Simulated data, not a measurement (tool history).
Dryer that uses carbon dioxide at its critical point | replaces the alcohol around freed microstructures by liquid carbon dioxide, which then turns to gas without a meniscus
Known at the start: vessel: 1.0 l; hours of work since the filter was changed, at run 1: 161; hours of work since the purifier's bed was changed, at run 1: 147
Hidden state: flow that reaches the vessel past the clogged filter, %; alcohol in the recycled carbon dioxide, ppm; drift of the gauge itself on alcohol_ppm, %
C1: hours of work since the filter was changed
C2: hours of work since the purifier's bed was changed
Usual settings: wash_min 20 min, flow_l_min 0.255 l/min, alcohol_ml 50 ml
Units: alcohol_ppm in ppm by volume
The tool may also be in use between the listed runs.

{"run": 1, "hour": 0.0, "wash_min": 20, "flow_l_min": 0.255, "alcohol_ml": 50, "C1": 161, "C2": 147, "alcohol_ppm": 872}
{"run": 2, "hour": 9.6, "wash_min": 20, "flow_l_min": 0.255, "alcohol_ml": 50, "C1": 167, "C2": 153, "alcohol_ppm": 852}
{"run": 3, "hour": 17.0, "wash_min": 20, "flow_l_min": 0.255, "alcohol_ml": 50, "C1": 171, "C2": 157, "alcohol_ppm": 887}
{"run": 4, "hour": 32.1, "wash_min": 20, "flow_l_min": 0.255, "alcohol_ml": 50, "C1": 180, "C2": 166, "alcohol_ppm": 870}
{"run": 5, "hour": 39.5, "wash_min": 20, "flow_l_min": 0.255, "alcohol_ml": 50, "C1": 184, "C2": 170, "alcohol_ppm": 890}
{"run": 6, "hour": 48.6, "wash_min": 20, "flow_l_min": 0.255, "alcohol_ml": 50, "C1": 190, "C2": 176, "alcohol_ppm": 893}
{"run": 7, "hour": 59.5, "wash_min": 20, "flow_l_min": 0.255, "alcohol_ml": 50, "C1": 196, "C2": 182, "alcohol_ppm": 908}
{"run": 8, "hour": 71.0, "wash_min": 20, "flow_l_min": 0.154, "alcohol_ml": 50, "C1": 203, "C2": 189, "alcohol_ppm": 4640}
{"run": 9, "hour": 87.0, "wash_min": 20, "flow_l_min": 0.154, "alcohol_ml": 50, "C1": 212, "C2": 198, "alcohol_ppm": 4715}
{"run": 10, "hour": 102.9, "wash_min": 20, "flow_l_min": 0.154, "alcohol_ml": 50, "C1": 221, "C2": 207, "alcohol_ppm": 4582}
{"run": 11, "hour": 119.7, "wash_min": 20, "flow_l_min": 0.154, "alcohol_ml": 50, "C1": 231, "C2": 217, "alcohol_ppm": 4505}
{"run": 12, "hour": 135.1, "wash_min": 20, "flow_l_min": 0.154, "alcohol_ml": 87, "C1": 240, "C2": 226, "alcohol_ppm": 8096}
{"run": 13, "hour": 149.7, "wash_min": 20, "flow_l_min": 0.154, "alcohol_ml": 87, "C1": 248, "C2": 234, "alcohol_ppm": 7974}
{"run": 14, "hour": 159.6, "wash_min": 20, "flow_l_min": 0.395, "alcohol_ml": 50, "C1": 254, "C2": 240, "alcohol_ppm": 136}
{"run": 15, "hour": 169.0, "wash_min": 20, "flow_l_min": 0.255, "alcohol_ml": 50, "C1": 259, "C2": 245, "alcohol_ppm": 942}
{"run": 16, "hour": 182.7, "wash_min": 14, "flow_l_min": 0.255, "alcohol_ml": 50, "C1": 267, "C2": 253, "alcohol_ppm": 2943}
{"run": 17, "hour": 191.5, "wash_min": 14, "flow_l_min": 0.255, "alcohol_ml": 50, "C1": 272, "C2": 258, "alcohol_ppm": 3101}
{"run": 18, "hour": 208.6, "wash_min": 14, "flow_l_min": 0.255, "alcohol_ml": 50, "C1": 282, "C2": 268, "alcohol_ppm": 3062}
{"run": 19, "hour": 220.4, "wash_min": 14, "flow_l_min": 0.255, "alcohol_ml": 50, "C1": 289, "C2": 275, "alcohol_ppm": 3111}
{"run": 20, "hour": 232.8, "wash_min": 14, "flow_l_min": 0.255, "alcohol_ml": 50, "C1": 296, "C2": 282, "alcohol_ppm": 3050}
{"run": 21, "hour": 247.1, "wash_min": 14, "flow_l_min": 0.255, "alcohol_ml": 50, "C1": 305, "C2": 291, "alcohol_ppm": 3115}
{"run": 22, "hour": 261.5, "wash_min": 14, "flow_l_min": 0.255, "alcohol_ml": 50, "C1": 313, "C2": 299, "alcohol_ppm": 3218}
{"run": 23, "hour": 274.5, "wash_min": 14, "flow_l_min": 0.255, "alcohol_ml": 50, "C1": 320, "C2": 307, "alcohol_ppm": 3159}
{"run": 24, "hour": 290.1, "wash_min": 20, "flow_l_min": 0.235, "alcohol_ml": 81, "C1": 329, "C2": 316, "alcohol_ppm": 2199}
{"run": 25, "hour": 303.4, "wash_min": 20, "flow_l_min": 0.189, "alcohol_ml": 34, "C1": 337, "C2": 323, "alcohol_ppm": 1952}
{"hour": 312.8, "done": "inlet filter changed"}
{"run": 26, "hour": 320.8, "wash_min": 32, "flow_l_min": 0.255, "alcohol_ml": 66, "C1": 5, "C2": 333, "alcohol_ppm": 144}
{"run": 27, "hour": 333.1, "wash_min": 20, "flow_l_min": 0.206, "alcohol_ml": 25, "C1": 12, "C2": 340, "alcohol_ppm": 914}
{"run": 28, "hour": 347.9, "wash_min": 18, "flow_l_min": 0.184, "alcohol_ml": 33, "C1": 20, "C2": 348, "alcohol_ppm": 2242}
{"run": 29, "hour": 360.2, "wash_min": 18, "flow_l_min": 0.184, "alcohol_ml": 33, "C1": 27, "C2": 356, "alcohol_ppm": 2340}
{"run": 30, "hour": 367.5, "wash_min": 18, "flow_l_min": 0.184, "alcohol_ml": 33, "C1": 32, "C2": 360, "alcohol_ppm": 2297}
{"run": 31, "hour": 382.1, "wash_min": 21, "flow_l_min": 0.302, "alcohol_ml": 33, "C1": 40, "C2": 368, "alcohol_ppm": 237}
{"run": 32, "hour": 396.0, "wash_min": 15, "flow_l_min": 0.267, "alcohol_ml": 79, "C1": 48, "C2": 376, "alcohol_ppm": 3032}
{"run": 33, "hour": 404.6, "wash_min": 15, "flow_l_min": 0.2, "alcohol_ml": 61, "C1": 53, "C2": 381, "alcohol_ppm": 5387}
{"run": 34, "hour": 419.8, "wash_min": 15, "flow_l_min": 0.2, "alcohol_ml": 61, "C1": 62, "C2": 390, "alcohol_ppm": 5576}
{"run": 35, "hour": 436.8, "wash_min": 17, "flow_l_min": 0.254, "alcohol_ml": 50, "C1": 72, "C2": 400, "alcohol_ppm": 1510}
{"run": 36, "hour": 450.6, "wash_min": 17, "flow_l_min": 0.254, "alcohol_ml": 50, "C1": 80, "C2": 408, "alcohol_ppm": 1537}
{"run": 37, "hour": 459.9, "wash_min": 17, "flow_l_min": 0.254, "alcohol_ml": 50, "C1": 85, "C2": 413, "alcohol_ppm": 1553}
{"run": 38, "hour": 475.6, "wash_min": 20, "flow_l_min": 0.381, "alcohol_ml": 118, "C1": 94, "C2": 422, "alcohol_ppm": 288}
{"run": 39, "hour": 484.5, "wash_min": 20, "flow_l_min": 0.381, "alcohol_ml": 118, "C1": 99, "C2": 428, "alcohol_ppm": 297}
{"run": 40, "hour": 496.9, "wash_min": 28, "flow_l_min": 0.255, "alcohol_ml": 50, "C1": 107, "C2": 435, "alcohol_ppm": 228}
{"run": 41, "hour": 511.5, "wash_min": 20, "flow_l_min": 0.255, "alcohol_ml": 40, "C1": 115, "C2": 443, "alcohol_ppm": 704}
{"run": 42, "hour": 525.5, "wash_min": 20, "flow_l_min": 0.376, "alcohol_ml": 27, "C1": 123, "C2": 451, "alcohol_ppm": 147}
{"run": 43, "hour": 540.5, "wash_min": 30, "flow_l_min": 0.289, "alcohol_ml": 24, "C1": 132, "C2": 460, "alcohol_ppm": 110}
{"run": 44, "hour": 548.3, "wash_min": 30, "flow_l_min": 0.289, "alcohol_ml": 24, "C1": 136, "C2": 465, "alcohol_ppm": 112}
{"run": 45, "hour": 559.2, "wash_min": 30, "flow_l_min": 0.289, "alcohol_ml": 81, "C1": 143, "C2": 471, "alcohol_ppm": 163}

Hidden state at the last listed run before each entry between runs and at the first one after, where it differs:
Between runs 25 and 26: inlet filter changed (hour 312.8)
  flow that reaches the vessel past the clogged filter, %: 93.2 -> 99.8; alcohol in the recycled carbon dioxide, ppm: 68.1 -> 69.9
  measured less the result without the state, alcohol_ppm: +421 -> +66 ppm by volume
